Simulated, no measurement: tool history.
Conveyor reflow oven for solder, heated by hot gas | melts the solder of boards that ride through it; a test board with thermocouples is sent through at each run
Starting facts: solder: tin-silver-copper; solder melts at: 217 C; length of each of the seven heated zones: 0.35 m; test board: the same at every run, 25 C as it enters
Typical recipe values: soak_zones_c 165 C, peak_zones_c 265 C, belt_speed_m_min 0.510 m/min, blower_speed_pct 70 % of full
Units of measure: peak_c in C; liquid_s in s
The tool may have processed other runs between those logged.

| run | day | soak_zones_c | peak_zones_c | belt_speed_m_min | blower_speed_pct | peak_c | liquid_s |
|---|---|---|---|---|---|---|---|
| 1 | 0.000 | 165 | 265 | 0.510 | 70 | 249.6 | 57.6 |
| 2 | 1.104 | 165 | 265 | 0.510 | 70 | 249.0 | 58.6 |
| 3 | 2.292 | 165 | 265 | 0.510 | 66 | 249.0 | 56.1 |
| 4 | 3.654 | 165 | 265 | 0.510 | 70 | 249.2 | 57.2 |
|  | 4.067 | thermocouples of zones 6 and 7 changed |
| 5 | 5.346 | 165 | 265 | 0.510 | 70 | 250.8 | 58.5 |
| 6 | 6.162 | 165 | 265 | 0.510 | 70 | 250.5 | 59.1 |
| 7 | 7.179 | 165 | 265 | 0.510 | 70 | 250.5 | 57.0 |
| 8 | 8.446 | 156 | 265 | 0.510 | 70 | 248.0 | 54.1 |
| 9 | 9.575 | 153 | 265 | 0.510 | 70 | 248.2 | 53.0 |
| 10 | 10.979 | 153 | 265 | 0.510 | 70 | 248.1 | 51.8 |
| 11 | 12.092 | 153 | 265 | 0.510 | 58 | 245.8 | 49.0 |
| 12 | 13.175 | 153 | 265 | 0.510 | 58 | 246.1 | 49.7 |
| 13 | 13.950 | 153 | 261 | 0.510 | 58 | 242.1 | 45.8 |
| 14 | 14.683 | 153 | 261 | 0.510 | 58 | 242.2 | 46.3 |
| 15 | 15.533 | 153 | 261 | 0.510 | 58 | 242.0 | 44.6 |
| 16 | 16.979 | 180 | 265 | 0.519 | 70 | 250.5 | 62.5 |
| 17 | 18.304 | 170 | 265 | 0.519 | 70 | 249.6 | 57.6 |
| 18 | 19.175 | 155 | 265 | 0.510 | 70 | 247.5 | 51.7 |
| 19 | 20.850 | 152 | 273 | 0.510 | 82 | 254.7 | 57.7 |
| 20 | 22.188 | 157 | 277 | 0.549 | 71 | 255.2 | 53.7 |
|  | 22.496 | belt drive overhauled, speed set with a stopwatch |
|  | 23.196 | flux residue cleaned out of gas plates and filters |
| 21 | 24.208 | 159 | 273 | 0.550 | 71 | 256.7 | 56.2 |
| 22 | 25.262 | 165 | 265 | 0.510 | 62 | 251.0 | 57.6 |
| 23 | 26.062 | 165 | 278 | 0.510 | 63 | 262.9 | 65.8 |
| 24 | 27.158 | 165 | 278 | 0.510 | 63 | 261.8 | 66.7 |
| 25 | 28.833 | 160 | 278 | 0.510 | 63 | 261.9 | 63.6 |
|  | 29.108 | belt drive overhauled, speed set with a stopwatch, once more |
| 26 | 30.258 | 160 | 278 | 0.597 | 63 | 254.4 | 49.8 |
| 27 | 31.217 | 173 | 265 | 0.578 | 70 | 248.3 | 51.3 |
| 28 | 32.625 | 172 | 270 | 0.510 | 70 | 256.2 | 63.6 |
| 29 | 34.092 | 158 | 265 | 0.445 | 70 | 253.3 | 69.2 |
| 30 | 34.967 | 158 | 265 | 0.445 | 70 | 253.3 | 67.7 |

Here are 3 independent what-if runs from the current tool condition. What would each one return?
| A | 36.212 | 165 | 255 | 0.510 | 59 | ? | ? |
| B | 36.212 | 155 | 265 | 0.444 | 70 | ? | ? |
| C | 36.212 | 158 | 269 | 0.445 | 70 | ? | ? |

| run | peak_c | liquid_s |
|---|---|---|
| A | 239.7 | 47.0 |
| B | 252.0 | 66.3 |
| C | 256.6 | 70.8 |
With the hidden condition removed and each run's random variation left untouched, the same runs would have given:
| run | peak_c | liquid_s |
|---|---|---|
| A | 242.4 | 50.5 |
| B | 254.7 | 68.9 |
| C | 259.3 | 73.1 |
